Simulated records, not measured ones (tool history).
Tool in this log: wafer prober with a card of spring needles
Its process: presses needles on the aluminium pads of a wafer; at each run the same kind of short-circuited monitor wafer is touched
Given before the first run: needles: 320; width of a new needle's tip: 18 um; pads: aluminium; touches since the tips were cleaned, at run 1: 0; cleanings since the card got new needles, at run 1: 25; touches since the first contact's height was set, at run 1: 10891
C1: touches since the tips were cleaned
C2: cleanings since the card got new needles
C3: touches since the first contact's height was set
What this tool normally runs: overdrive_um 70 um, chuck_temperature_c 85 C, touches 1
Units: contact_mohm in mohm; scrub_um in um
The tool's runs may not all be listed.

Run 1, hour 0.0: usual settings; C1 0; C2 25; C3 10891. Result: contact_mohm 245 mohm, scrub_um 14.25 um.
At hour 14.9: tips cleaned on abrasive film.
Run 2, hour 24.9: usual settings; C1 5264; C2 26; C3 23948. Result: contact_mohm 267 mohm, scrub_um 14.22 um.
At hour 30.7: tips cleaned on abrasive film.
Run 3, hour 39.8: usual settings; C1 4777; C2 27; C3 31731. Result: contact_mohm 266 mohm, scrub_um 14.22 um.
At hour 45.9: tips cleaned on abrasive film.
Run 4, hour 53.5: usual settings; C1 4006; C2 28; C3 38906. Result: contact_mohm 263 mohm, scrub_um 14.18 um.
At hour 62.0: tips cleaned on abrasive film.
Run 5, hour 65.1: usual settings; C1 1621; C2 29; C3 44956. Result: contact_mohm 254 mohm, scrub_um 14.18 um.
At hour 77.4: tips cleaned on abrasive film.
Run 6, hour 81.8: usual settings; C1 2325; C2 30; C3 53702. Result: contact_mohm 253 mohm, scrub_um 14.15 um.
At hour 92.6: tips cleaned on abrasive film.
Run 7, hour 101.5: usual settings; C1 4686; C2 31; C3 64025. Result: contact_mohm 262 mohm, scrub_um 14.15 um.
At hour 108.2: tips cleaned on abrasive film.
Run 8, hour 117.6: usual settings but chuck_temperature_c 30 C; C1 4945; C2 32; C3 72473. Result: contact_mohm 255 mohm, scrub_um 14.11 um.
At hour 123.5: tips cleaned on abrasive film.
At hour 139.8: tips cleaned on abrasive film.
Run 9, hour 141.1: usual settings but chuck_temperature_c 30 C; C1 690; C2 34; C3 84749. Result: contact_mohm 237 mohm, scrub_um 14.08 um.
At hour 154.6: tips cleaned on abrasive film.
Run 10, hour 154.6: usual settings but chuck_temperature_c 30 C; C1 0; C2 35; C3 91816. Result: contact_mohm 235 mohm, scrub_um 14.07 um.
At hour 168.0: tips cleaned on abrasive film, once more.
Run 11, hour 168.8: usual settings but chuck_temperature_c 30 C; C1 391; C2 36; C3 99205. Result: contact_mohm 236 mohm, scrub_um 14.02 um.
At hour 182.6: tips cleaned on abrasive film.
At hour 185.0: height of the first contact set anew.
Run 12, hour 187.6: usual settings but chuck_temperature_c 30 C; C1 2449; C2 37; C3 1368. Result: contact_mohm 245 mohm, scrub_um 14.29 um.
At hour 198.9: tips cleaned on abrasive film.
Run 13, hour 204.8: usual settings; C1 3119; C2 38; C3 10390. Result: contact_mohm 260 mohm, scrub_um 14.29 um.
At hour 214.3: tips cleaned on abrasive film.
Run 14, hour 216.6: usual settings; C1 1203; C2 39; C3 16568. Result: contact_mohm 254 mohm, scrub_um 14.27 um.
At hour 229.0: tips cleaned on abrasive film.
Run 15, hour 241.3: usual settings; C1 6499; C2 40; C3 29543. Result: contact_mohm 270 mohm, scrub_um 14.24 um.
At hour 244.1: tips cleaned on abrasive film.
At hour 258.7: tips cleaned on abrasive film.
Run 16, hour 262.7: usual settings; C1 2081; C2 42; C3 40664. Result: contact_mohm 260 mohm, scrub_um 14.22 um.
At hour 273.4: tips cleaned on abrasive film.
Run 17, hour 277.4: usual settings but overdrive_um 74 um, chuck_temperature_c 37 C, touches 2; C1 2103; C2 43; C3 48387. Result: contact_mohm 242 mohm, scrub_um 15.00 um.
At hour 289.6: tips cleaned on abrasive film.
At hour 304.4: tips cleaned on abrasive film.
Run 18, hour 305.2: usual settings but overdrive_um 52 um, chuck_temperature_c 34 C, touches 2; C1 450; C2 45; C3 62929. Result: contact_mohm 240 mohm, scrub_um 10.48 um.
At hour 319.5: tips cleaned on abrasive film.
Run 19, hour 324.5: usual settings but overdrive_um 56 um, chuck_temperature_c 26 C, touches 2; C1 2602; C2 46; C3 73020. Result: contact_mohm 242 mohm, scrub_um 11.27 um.
At hour 335.1: tips cleaned on abrasive film.
Run 20, hour 343.4: usual settings but overdrive_um 72 um, chuck_temperature_c 27 C; C1 4392; C2 47; C3 82942. Result: contact_mohm 248 mohm, scrub_um 14.51 um.
At hour 350.9: tips cleaned on abrasive film.
Run 21, hour 357.4: usual settings but overdrive_um 72 um, chuck_temperature_c 27 C; C1 3451; C2 48; C3 90280. Result: contact_mohm 250 mohm, scrub_um 14.48 um.
At hour 366.2: tips cleaned on abrasive film.
Run 22, hour 377.5: usual settings but overdrive_um 72 um, chuck_temperature_c 27 C; C1 5919; C2 49; C3 100783. Result: contact_mohm 250 mohm, scrub_um 14.48 um.
At hour 381.9: tips cleaned on abrasive film.
At hour 390.6: height of the first contact set anew.
At hour 398.0: tips cleaned on abrasive film.
Run 23, hour 404.4: usual settings but overdrive_um 72 um, chuck_temperature_c 27 C, touches 2; C1 3382; C2 51; C3 7203. Result: contact_mohm 240 mohm, scrub_um 14.68 um.
At hour 412.9: tips cleaned on abrasive film.
Run 24, hour 418.2: usual settings but chuck_temperature_c 33 C; C1 2778; C2 52; C3 14421. Result: contact_mohm 246 mohm, scrub_um 14.26 um.
At hour 428.0: tips cleaned on abrasive film.
Run 25, hour 433.1: usual settings but overdrive_um 84 um, chuck_temperature_c 105 C, touches 2; C1 2706; C2 53; C3 22218. Result: contact_mohm 257 mohm, scrub_um 17.09 um.
At hour 443.7: tips cleaned on abrasive film.
At hour 458.3: tips cleaned on abrasive film.
Run 26, hour 459.5: usual settings but overdrive_um 84 um, chuck_temperature_c 107 C, touches 3; C1 645; C2 55; C3 36036. Result: contact_mohm 251 mohm, scrub_um 17.04 um.
At hour 473.7: tips cleaned on abrasive film.
Run 27, hour 476.8: usual settings but overdrive_um 84 um, chuck_temperature_c 107 C, touches 3; C1 1660; C2 56; C3 45079. Result: contact_mohm 253 mohm, scrub_um 17.02 um.
At hour 490.1: tips cleaned on abrasive film.
Run 28, hour 500.6: usual settings but overdrive_um 84 um, chuck_temperature_c 107 C, touches 3; C1 5567; C2 57; C3 57582. Result: contact_mohm 255 mohm, scrub_um 17.01 um.
At hour 506.1: tips cleaned on abrasive film.
At hour 521.1: tips cleaned on abrasive film.
Run 29, hour 524.2: usual settings but chuck_temperature_c 51 C, touches 2; C1 1653; C2 59; C3 69888. Result: contact_mohm 244 mohm, scrub_um 14.11 um.
At hour 536.8: tips cleaned on abrasive film.
Run 30, hour 544.1: usual settings but overdrive_um 66 um, chuck_temperature_c 99 C, touches 2; C1 3847; C2 60; C3 80340. Result: contact_mohm 260 mohm, scrub_um 13.28 um.
At hour 551.4: tips cleaned on abrasive film.
Run 31, hour 559.0: usual settings but chuck_temperature_c 32 C; C1 3994; C2 61; C3 88113. Result: contact_mohm 254 mohm, scrub_um 14.06 um.

What will run 32 give?
At hour 568.2: tips cleaned on abrasive film.
Run 32, hour 573.1: usual settings but chuck_temperature_c 32 C; C1 2585; C2 62; C3 95468. Result: contact_mohm ?, scrub_um ?.

{"run 32": {"contact_mohm": 251, "scrub_um": 14.04}}
On a tool with no hidden condition, and with the same random variation, this run would have come out at contact_mohm 235 mohm, scrub_um 14.29 um.

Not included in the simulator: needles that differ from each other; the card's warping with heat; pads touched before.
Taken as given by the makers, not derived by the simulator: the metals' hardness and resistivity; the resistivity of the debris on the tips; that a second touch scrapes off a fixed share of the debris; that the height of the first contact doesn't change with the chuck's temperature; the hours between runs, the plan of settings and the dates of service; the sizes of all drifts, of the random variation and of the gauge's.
